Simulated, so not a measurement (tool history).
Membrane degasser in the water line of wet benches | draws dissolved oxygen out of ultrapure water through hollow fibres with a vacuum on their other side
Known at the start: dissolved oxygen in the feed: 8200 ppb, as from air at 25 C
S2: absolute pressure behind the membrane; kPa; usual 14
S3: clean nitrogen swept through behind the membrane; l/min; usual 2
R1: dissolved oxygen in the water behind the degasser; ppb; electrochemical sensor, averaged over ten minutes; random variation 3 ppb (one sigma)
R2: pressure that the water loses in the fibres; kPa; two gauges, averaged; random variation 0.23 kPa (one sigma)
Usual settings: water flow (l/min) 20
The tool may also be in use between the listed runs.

run 1 hour=0 | water_flow_(l/min)=20 S2=14 S3=2 | R1=304.8 R2=60.01
run 2 hour=41.2 | water_flow_(l/min)=20 S2=14 S3=2 | R1=296.2 R2=60.04
run 3 hour=99 | water_flow_(l/min)=20 S2=14 S3=2 | R1=300.7 R2=60.18
run 4 hour=130.6 | water_flow_(l/min)=20 S2=14 S3=2 | R1=305.1 R2=60.35
run 5 hour=186.7 | water_flow_(l/min)=20 S2=14 S3=2 | R1=303.4 R2=60.38
run 6 hour=215.7 | water_flow_(l/min)=20 S2=14 S3=2 | R1=301 R2=60.19
run 7 hour=268.3 | water_flow_(l/min)=20 S2=14 S3=1.29 | R1=420.7 R2=60.1
run 8 hour=313 | water_flow_(l/min)=20 S2=14 S3=1.29 | R1=418.9 R2=60.05
run 9 hour=358 | water_flow_(l/min)=16 S2=14 S3=2 | R1=232.2 R2=48.52
run 10 hour=418.8 | water_flow_(l/min)=16 S2=14 S3=2 | R1=231.5 R2=48.12
run 11 hour=455.7 | water_flow_(l/min)=16 S2=14 S3=2 | R1=234 R2=48.28
run 12 hour=489.6 | water_flow_(l/min)=20 S2=22.1 S3=2 | R1=476.9 R2=60.6
run 13 hour=541.8 | water_flow_(l/min)=20 S2=14 S3=2 | R1=304.6 R2=60.36
run 14 hour=578 | water_flow_(l/min)=31 S2=14 S3=2 | R1=496.4 R2=93.52
run 15 hour=611.9 | water_flow_(l/min)=31 S2=14 S3=2 | R1=486.6 R2=93.26
run 16 hour=660.4 | water_flow_(l/min)=31 S2=14 S3=2 | R1=493.7 R2=93.35
run 17 hour=712.6 | water_flow_(l/min)=31 S2=14 S3=2 | R1=494.6 R2=93.92
run 18 hour=739 | water_flow_(l/min)=18 S2=14 S3=2 | R1=268.6 R2=53.9
run 19 hour=793.5 | water_flow_(l/min)=17 S2=17.8 S3=1.99 | R1=325.6 R2=51.39
run 20 hour=849 | water_flow_(l/min)=17 S2=17.8 S3=1.99 | R1=320.5 R2=51.44
run 21 hour=905 | water_flow_(l/min)=17 S2=17.8 S3=1.99 | R1=323.2 R2=51.41
run 22 hour=965.2 | water_flow_(l/min)=18 S2=18.3 S3=0.95 | R1=637.1 R2=54.1
run 23 hour=1006.1 | water_flow_(l/min)=27 S2=14 S3=1.37 | R1=546.7 R2=81.41
run 24 hour=1040.3 | water_flow_(l/min)=20 S2=10 S3=1.31 | R1=281.7 R2=60.94
run 25 hour=1088.6 | water_flow_(l/min)=20 S2=10 S3=1.31 | R1=286.8 R2=60.51
run 26 hour=1139.9 | water_flow_(l/min)=20 S2=10 S3=1.31 | R1=285.3 R2=60.47
run 27 hour=1202.4 | water_flow_(l/min)=20 S2=10 S3=1.31 | R1=282.4 R2=60.84
run 28 hour=1245 | water_flow_(l/min)=26 S2=19.9 S3=3.23 | R1=405.3 R2=78.5
run 29 hour=1295.9 | water_flow_(l/min)=15 S2=14 S3=0.98 | R1=393.1 R2=45.56
run 30 hour=1357.8 | water_flow_(l/min)=30 S2=14 S3=3.3 | R1=341 R2=90.66
run 31 hour=1392.2 | water_flow_(l/min)=30 S2=14 S3=3.3 | R1=352.6 R2=91.1

Not shown: 2 entries that the log had between the listed runs. Between which runs, and how does the tool's hidden state differ before and after?
Between runs 2 and 3: vacuum gauge calibrated (hour 85.4)
  true pressure behind the membrane over the reading, kPa: 0.11 -> 0.14; air that leaks in behind the membrane, l/min: 0.0075 -> 0.0076
  measured less the result without the state, R1: +4.9 -> +5.7 ppb; R2: +0.21 -> +0.23 kPa
Between runs 6 and 7: vacuum gauge calibrated, once more (hour 236.4)
  membrane still open, %: 99.6 -> 99.5; true pressure behind the membrane over the reading, kPa: 0.15 -> 0.02; air that leaks in behind the membrane, l/min: 0.0077 -> 0.0078
  measured less the result without the state, R1: +6 -> +4 ppb; R2: +0.26 -> +0.28 kPa
